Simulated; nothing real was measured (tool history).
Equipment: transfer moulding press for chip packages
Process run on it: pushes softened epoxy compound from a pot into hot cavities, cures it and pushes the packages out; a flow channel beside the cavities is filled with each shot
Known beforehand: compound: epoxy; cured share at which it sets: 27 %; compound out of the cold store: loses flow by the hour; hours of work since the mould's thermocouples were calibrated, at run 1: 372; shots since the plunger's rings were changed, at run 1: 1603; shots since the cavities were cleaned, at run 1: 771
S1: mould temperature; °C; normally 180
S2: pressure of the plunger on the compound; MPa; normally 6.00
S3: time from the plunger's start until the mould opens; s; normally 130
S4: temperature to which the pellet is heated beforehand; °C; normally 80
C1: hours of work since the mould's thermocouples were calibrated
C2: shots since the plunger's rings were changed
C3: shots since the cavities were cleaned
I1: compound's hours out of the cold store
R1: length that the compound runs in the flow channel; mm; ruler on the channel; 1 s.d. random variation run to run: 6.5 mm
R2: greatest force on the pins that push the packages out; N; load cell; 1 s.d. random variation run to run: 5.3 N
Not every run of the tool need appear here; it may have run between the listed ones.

run    hour   S1    S2   S3  S4   C1    C2   C3    I1    R1   R2
  1     0.0  180  6.00  130  80  372  1603  771  22.9   957  269
       13.1  -- cavities cleaned with cleaning compound and waxed
  2    42.9  180  6.00  130  80  392  1897  211  15.3   982  230
  3    91.4  180  6.00  130  71  416  2240  554  47.7   868  261
      133.9  -- cavities cleaned with cleaning compound and waxed
  4   133.9  187  6.00  130  80  436  2531    0  31.6   887  162
  5   189.7  187  6.00  130  80  464  2927  396  30.1   889  229
      207.9  -- plunger's sealing rings changed
      229.5  -- mould's thermocouples calibrated
      264.5  -- cavities cleaned with cleaning compound and waxed
  6   265.3  187  6.00  130  80   17   382    6  31.7   921  164
  7   325.6  180  6.00  130  80   47   810  434  22.6   976  268
  8   380.6  180  6.00  130  80   74  1199  823  15.6  1005  277
      389.3  -- cavities cleaned with cleaning compound and waxed
  9   427.0  180  6.00  130  80   96  1517  267  39.9   898  236
 10   494.9  180  6.00  130  80  129  1999  749  27.3   938  271
      513.2  -- cavities cleaned with cleaning compound and waxed
 11   542.2  180  6.00  130  80  152  2323  206  18.4   955  220
 12   580.1  177  6.00  130  80  170  2592  475  38.0   896  292
      637.7  -- cavities cleaned with cleaning compound and waxed
      649.5  -- plunger's sealing rings changed
 13   650.2  180  6.00  161  80  203     5   70   8.4  1048  171
 14   703.5  180  6.00  161  80  229   383  448  45.6   899  230
 15   748.7  180  6.37  152  84  251   704  769   8.1  1065  258
      764.1  -- cavities cleaned with cleaning compound and waxed
 16   813.3  177  4.85  130  83  283  1151  349  33.8   830  267
      890.4  -- cavities cleaned with cleaning compound and waxed
 17   896.8  178  4.85  130  90  323  1732   45  21.0   876  208
 18   943.1  178  4.85  130  90  346  2060  373  37.2   813  258
     1009.9  -- cavities cleaned with cleaning compound and waxed
 19  1009.9  180  6.00  129  80  378  2523    0  45.6   869  159
     1085.0  -- plunger's sealing rings changed
 20  1103.7  172  6.00  130  77  423   133  647  28.1   999  430
     1133.9  -- cavities cleaned with cleaning compound and waxed
 21  1195.6  173  6.30  135  78  467   773  437  33.4   985  334
     1229.6  -- mould's thermocouples calibrated
 22  1249.9  185  6.03  138  77   10  1144  808  15.6   975  252
     1256.7  -- cavities cleaned with cleaning compound and waxed
 23  1333.8  185  6.79  138  82   51  1728  546  26.0   987  225
     1378.5  -- cavities cleaned with cleaning compound and waxed
 24  1387.8  180  6.00  120  88   76  2100   65  46.6   867  203
 25  1428.3  180  5.33  116  88   96  2388  353  19.6   908  292
 26  1482.9  180  5.33  116  88  123  2774  739  10.6   922  309
     1503.9  -- cavities cleaned with cleaning compound and waxed
     1525.5  -- plunger's sealing rings changed
 27  1533.3  183  4.92  145  72  146    55  190  33.3   851  193

Each row is a separate what-if for the run after 27, all from the same tool condition, not one after another. Results?
  A  1575.3  173  6.00  130  70  167  353  488  40.2   ?   ?
  B  1575.3  186  5.40  145  72  167  353  488  42.7   ?   ?
  C  1575.3  183  4.92  145  81  167  353  488  18.3   ?   ?
  D  1575.3  183  4.91  145  72  167  353  488  43.0   ?   ?

run   R1   R2
  A  950  387
  B  845  236
  C  896  235
  D  808  226
Without the tool's unlogged condition, the same runs would have read:
run   R1   R2
  A  959  265
  B  853  159
  C  905  159
  D  815  150
